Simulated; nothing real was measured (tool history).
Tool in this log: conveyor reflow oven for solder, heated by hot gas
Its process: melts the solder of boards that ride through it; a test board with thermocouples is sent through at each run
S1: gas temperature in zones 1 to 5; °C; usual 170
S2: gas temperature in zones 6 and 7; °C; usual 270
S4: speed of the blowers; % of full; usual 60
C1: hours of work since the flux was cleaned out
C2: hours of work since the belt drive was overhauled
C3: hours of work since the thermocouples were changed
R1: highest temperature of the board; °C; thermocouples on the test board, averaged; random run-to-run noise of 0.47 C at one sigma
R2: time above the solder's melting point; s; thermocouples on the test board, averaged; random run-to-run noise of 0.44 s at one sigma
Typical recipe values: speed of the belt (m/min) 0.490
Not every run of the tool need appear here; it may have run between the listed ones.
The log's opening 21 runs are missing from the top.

run 22 hour=443.4 | S1=170 S2=277 speed_of_the_belt_(m/min)=0.490 S4=53 | C1=32 C2=304 C3=512 | R1=259.0 R2=67.3
run 23 hour=465.0 | S1=170 S2=277 speed_of_the_belt_(m/min)=0.490 S4=53 | C1=48 C2=321 C3=529 | R1=258.3 R2=67.4
run 24 hour=484.5 | S1=167 S2=269 speed_of_the_belt_(m/min)=0.490 S4=76 | C1=64 C2=336 C3=544 | R1=254.8 R2=64.6
run 25 hour=496.3 | S1=167 S2=269 speed_of_the_belt_(m/min)=0.490 S4=76 | C1=73 C2=346 C3=553 | R1=254.6 R2=64.2
run 26 hour=519.1 | S1=170 S2=270 speed_of_the_belt_(m/min)=0.393 S4=77 | C1=91 C2=363 C3=571 | R1=261.1 R2=90.4
run 27 hour=537.1 | S1=170 S2=280 speed_of_the_belt_(m/min)=0.490 S4=60 | C1=105 C2=377 C3=585 | R1=261.6 R2=70.0
run 28 hour=563.6 | S1=170 S2=263 speed_of_the_belt_(m/min)=0.490 S4=60 | C1=125 C2=398 C3=606 | R1=246.2 R2=58.4
run 29 hour=587.5 | S1=170 S2=279 speed_of_the_belt_(m/min)=0.391 S4=60 | C1=144 C2=417 C3=624 | R1=268.6 R2=94.2
run 30 hour=601.4 | S1=156 S2=278 speed_of_the_belt_(m/min)=0.513 S4=60 | C1=155 C2=428 C3=635 | R1=256.7 R2=58.1
run 31 hour=621.3 | S1=156 S2=278 speed_of_the_belt_(m/min)=0.513 S4=60 | C1=170 C2=443 C3=651 | R1=255.4 R2=56.8

Here are 4 independent what-if runs from the current tool condition. What would each one return?
run A hour=643.9 | S1=156 S2=278 speed_of_the_belt_(m/min)=0.513 S4=69 | C1=188 C2=461 C3=668 | R1=? R2=?
run B hour=643.9 | S1=156 S2=284 speed_of_the_belt_(m/min)=0.522 S4=60 | C1=188 C2=461 C3=668 | R1=? R2=?
run C hour=643.9 | S1=170 S2=278 speed_of_the_belt_(m/min)=0.528 S4=57 | C1=188 C2=461 C3=668 | R1=? R2=?
run D hour=643.9 | S1=170 S2=270 speed_of_the_belt_(m/min)=0.500 S4=60 | C1=188 C2=461 C3=668 | R1=? R2=?

run=A R1=257.2 R2=58.7
run=B R1=258.2 R2=59.4
run=C R1=255.0 R2=60.4
run=D R1=251.7 R2=60.8
Stripped of hidden state, with their random variation kept, the same runs would have yielded:
run=A R1=260.2 R2=60.5
run=B R1=261.1 R2=60.9
run=C R1=257.7 R2=61.8
run=D R1=254.2 R2=62.5

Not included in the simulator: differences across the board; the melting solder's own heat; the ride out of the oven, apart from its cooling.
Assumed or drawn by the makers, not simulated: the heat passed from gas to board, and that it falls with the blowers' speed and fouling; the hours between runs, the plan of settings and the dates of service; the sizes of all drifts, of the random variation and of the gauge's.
